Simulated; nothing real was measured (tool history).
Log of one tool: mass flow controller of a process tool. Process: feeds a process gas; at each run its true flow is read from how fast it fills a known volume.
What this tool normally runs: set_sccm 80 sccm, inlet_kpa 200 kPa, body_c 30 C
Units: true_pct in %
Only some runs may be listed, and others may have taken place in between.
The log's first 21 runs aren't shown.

run,hour,set_sccm,inlet_kpa,body_c,true_pct
22,1311.2,80,222,30,99.09
23,1397.9,127,215,24,99.41
24,1448.9,80,200,23,98.99
25,1495.8,93,256,36,98.77
26,1583.3,93,256,36,98.38
27,1641.7,93,256,36,98.3
28,1721.1,93,256,36,98.13
29,1792.7,22,179,34,97.64
30,1884,55,152,22,97.97
31,1941.7,104,158,33,97.62
32,2021.6,51,200,33,97.27
33,2084.8,170,200,33,97.59
34,2139.9,91,252,30,97.56
35,2227,91,252,30,97.28
36,2311.8,91,252,30,97.14
37,2363.8,91,181,24,97.13
38,2418.3,35,181,27,96.5
39,2466.8,112,196,27,96.83
40,2540.8,112,196,27,96.64
41,2598.9,112,196,27,96.64

4 ways to go on from here, each from the tool as it stands after run 41. What would each give?
A,2677.5,21,196,28,?
B,2677.5,86,203,25,?
C,2677.5,138,167,38,?
D,2677.5,112,166,39,?

run,true_pct
A,95.98
B,96.47
C,95.96
D,95.89
Take away the tool's hidden state, keep each run's random variation, and the runs would have read:
run,true_pct
A,99.15
B,99.62
C,99.08
D,99.01

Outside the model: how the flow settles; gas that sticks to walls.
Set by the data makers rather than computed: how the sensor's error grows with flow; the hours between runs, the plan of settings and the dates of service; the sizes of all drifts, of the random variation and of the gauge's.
